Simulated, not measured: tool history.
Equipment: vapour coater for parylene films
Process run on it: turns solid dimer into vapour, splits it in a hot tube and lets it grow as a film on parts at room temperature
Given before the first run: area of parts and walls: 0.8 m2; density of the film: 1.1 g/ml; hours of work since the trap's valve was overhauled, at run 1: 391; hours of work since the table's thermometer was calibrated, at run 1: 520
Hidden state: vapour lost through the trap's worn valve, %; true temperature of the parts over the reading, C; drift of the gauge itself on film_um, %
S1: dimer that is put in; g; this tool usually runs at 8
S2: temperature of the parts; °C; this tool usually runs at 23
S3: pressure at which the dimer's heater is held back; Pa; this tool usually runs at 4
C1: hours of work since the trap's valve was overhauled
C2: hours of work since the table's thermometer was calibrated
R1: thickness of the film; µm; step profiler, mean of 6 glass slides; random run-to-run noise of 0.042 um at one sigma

run	hour	S1	S2	S3	C1	C2	R1
1	0	8	23	4	391	520	4.11
2	12.8	8	23	4	400	530	4.13
3	29.3	3	23	4	413	542	1.5
4	42.4	8	23	4	423	552	4.07
5	55.9	8	23	4	433	563	4.12
6	65.2	8	23	4	440	570	4.04
7	72.7	8	28	4	446	575	3.65
8	80.4	8	28	4	452	581	3.54
9	95.9	8	28	4	464	593	3.51
10	108.4	8	28	4	473	603	3.6
11	124.2	8	23	5.72	485	615	3.71
12	141.9	8	23	5.72	499	628	3.69
13	156.8	6	28	7.11	510	639	2.35
14	174.8	9	31	4	524	653	3.65
15	187.4	12	17	9.6	533	663	5.8
16	197.5	12	17	9.6	541	670	5.75
17	214.5	12	26	9.54	554	683	4.67
# hour 227.2: trap's valve overhauled
18	236.4	11	15	2.21	7	697	8.67
19	247.6	5	23	2.21	15	705	3.23
20	257.2	10	34	8.98	23	713	3.74

How the hidden state differs across the entries between the runs, from the last listed run before each to the first after it:
Between runs 17 and 18: trap's valve overhauled (hour 227.2)
  vapour lost through the trap's worn valve, %: 15.1 -> 0.4
  measured less the result without the state, R1: -0.87 -> -0.1 µm
